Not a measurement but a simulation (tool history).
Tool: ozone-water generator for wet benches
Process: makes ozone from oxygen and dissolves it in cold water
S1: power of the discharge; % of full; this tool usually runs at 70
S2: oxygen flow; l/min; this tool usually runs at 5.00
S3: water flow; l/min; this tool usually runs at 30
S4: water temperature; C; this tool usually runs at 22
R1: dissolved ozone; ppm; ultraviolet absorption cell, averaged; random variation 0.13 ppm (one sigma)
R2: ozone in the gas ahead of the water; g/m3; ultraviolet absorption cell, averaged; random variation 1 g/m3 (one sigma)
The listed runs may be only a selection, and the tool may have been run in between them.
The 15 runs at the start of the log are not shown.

run,day,S1,S2,S3,S4,R1,R2
16,83.617,70,5.00,30,17,13.4,161.5
17,90.617,70,5.00,30,17,13.4,159.6
18,94.121,70,5.00,30,17,13.4,159.2
19,100.871,48,3.22,25,28,9.7,148.8
20,106.825,48,3.22,25,28,9.9,145.6
21,113.612,52,4.08,41,22,7.1,143.1
22,121.167,55,4.08,29,22,10.6,148.4
23,124.812,55,4.08,29,22,10.5,146.5
24,128.696,70,8.09,22,22,17.5,135.1
25,136.108,70,8.09,22,22,17.4,132.0
26,141.725,70,4.06,30,18,12.0,170.0
27,148.804,44,3.18,25,29,9.1,140.4
28,155.388,54,5.20,25,29,11.3,132.1
29,159.342,54,5.20,25,29,11.3,132.6
30,164.017,54,5.20,25,29,11.4,132.6
31,168.654,45,6.15,30,22,9.7,110.8
32,173.492,80,3.14,45,20,7.1,200.7
33,177.533,58,2.96,24,27,11.1,166.9

Here are 4 independent what-if runs from the current tool condition. What would each one return?
A,184.512,92,7.73,33,22,?,?
B,184.512,70,5.00,30,27,?,?
C,184.512,40,5.55,24,27,?,?
D,184.512,58,5.92,29,27,?,?

run,R1,R2
A,14.4,156.5
B,11.4,154.7
C,10.1,106.6
D,10.8,130.4
Without the tool's unlogged condition, the same runs would have read:
run,R1,R2
A,17.4,184.4
B,13.4,177.9
C,11.3,116.4
D,12.5,147.3

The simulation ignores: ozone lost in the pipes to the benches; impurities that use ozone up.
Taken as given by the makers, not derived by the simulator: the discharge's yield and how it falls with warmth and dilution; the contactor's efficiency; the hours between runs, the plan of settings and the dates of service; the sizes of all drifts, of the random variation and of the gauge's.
